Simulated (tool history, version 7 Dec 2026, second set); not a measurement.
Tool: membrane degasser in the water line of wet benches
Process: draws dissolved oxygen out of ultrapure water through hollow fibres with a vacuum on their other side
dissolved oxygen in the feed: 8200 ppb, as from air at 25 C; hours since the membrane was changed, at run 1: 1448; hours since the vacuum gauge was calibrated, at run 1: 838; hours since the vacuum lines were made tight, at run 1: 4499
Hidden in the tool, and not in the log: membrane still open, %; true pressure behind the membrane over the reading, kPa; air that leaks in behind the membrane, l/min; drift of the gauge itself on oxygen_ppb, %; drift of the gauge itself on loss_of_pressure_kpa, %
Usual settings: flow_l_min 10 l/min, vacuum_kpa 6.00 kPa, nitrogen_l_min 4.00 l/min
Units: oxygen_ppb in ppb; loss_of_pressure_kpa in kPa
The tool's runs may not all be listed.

run,hour,flow_l_min,vacuum_kpa,nitrogen_l_min,hours since the membrane was changed,hours since the vacuum gauge was calibrated,hours since the vacuum lines were made tight,oxygen_ppb,loss_of_pressure_kpa
1,0.0,10,6.00,4.00,1448,838,4499,81.3,36.58
2,44.0,10,6.00,4.00,1492,882,4543,81.4,36.70
3,69.7,10,6.00,4.00,1517,908,4569,81.5,36.79
4,102.4,10,6.00,4.00,1550,940,4602,80.0,37.32
5,138.0,10,6.00,4.00,1586,976,4637,80.9,37.12
6,181.6,10,6.00,4.00,1629,1020,4681,81.8,36.81
7,236.9,10,6.00,4.00,1684,1075,4736,83.2,36.80
8,286.4,10,4.09,4.00,1734,1124,4786,70.7,37.21
9,312.8,10,4.09,4.00,1760,1151,4812,70.0,37.10
10,365.0,10,4.09,4.00,1813,1203,4864,72.0,37.16
11,395.4,10,4.09,4.00,1843,1233,4895,69.5,36.86
12,444.0,10,4.09,4.00,1892,1282,4943,70.6,36.73
13,488.7,10,4.09,4.00,1936,1327,4988,70.8,37.14
14,548.5,10,6.00,6.34,1996,1386,5048,78.0,36.98
15,586.2,9,6.00,6.34,2034,1424,5085,64.1,33.67
16,644.1,10,6.00,7.57,2092,1482,5143,75.5,37.07
17,689.8,10,6.00,4.00,2137,1528,5189,84.2,37.12
18,744.1,10,6.00,6.08,2192,1582,5243,77.3,36.82
19,785.5,10,12.91,4.13,2233,1623,5285,124.9,37.35
20,819.8,15,4.06,2.59,2267,1658,5319,143.7,55.52
21,857.3,10,4.64,2.73,2305,1695,5356,80.5,36.99
22,902.3,10,4.64,2.23,2350,1740,5402,85.0,37.45
23,954.4,8,6.00,6.01,2402,1792,5454,54.3,29.70
24,1009.5,8,6.00,6.01,2457,1847,5509,54.1,29.97
25,1070.0,16,9.99,2.24,2518,1908,5569,263.8,59.81
26,1101.5,7,4.43,4.50,2549,1939,5601,39.4,26.09
27,1145.3,7,4.43,4.50,2593,1983,5645,40.2,26.28
28,1197.1,9,11.30,4.50,2645,2035,5696,98.5,33.33
29,1232.6,9,11.30,4.50,2680,2071,5732,96.5,33.75
30,1278.4,6,11.30,3.65,2726,2116,5778,61.1,22.61
31,1336.7,13,11.28,4.00,2784,2175,5836,175.5,48.67
32,1385.8,13,11.28,4.00,2833,2224,5885,173.2,48.69
33,1444.9,9,6.00,4.00,2893,2283,5944,72.0,33.72
34,1503.9,10,7.15,4.00,2951,2342,6003,96.2,37.91

3 ways to go on from here, each from the tool as it stands after run 34. What would each give?
A,1558.4,7,6.00,5.96,3006,2396,6058,?,?
B,1558.4,12,4.99,4.00,3006,2396,6058,?,?
C,1558.4,13,11.55,4.00,3006,2396,6058,?,?

run,oxygen_ppb,loss_of_pressure_kpa
A,44.5,26.32
B,110.1,45.23
C,177.8,48.81
Without the tool's hidden state the same runs would have given:
run,oxygen_ppb,loss_of_pressure_kpa
A,36.1,25.23
B,91.8,43.36
C,155.8,46.79
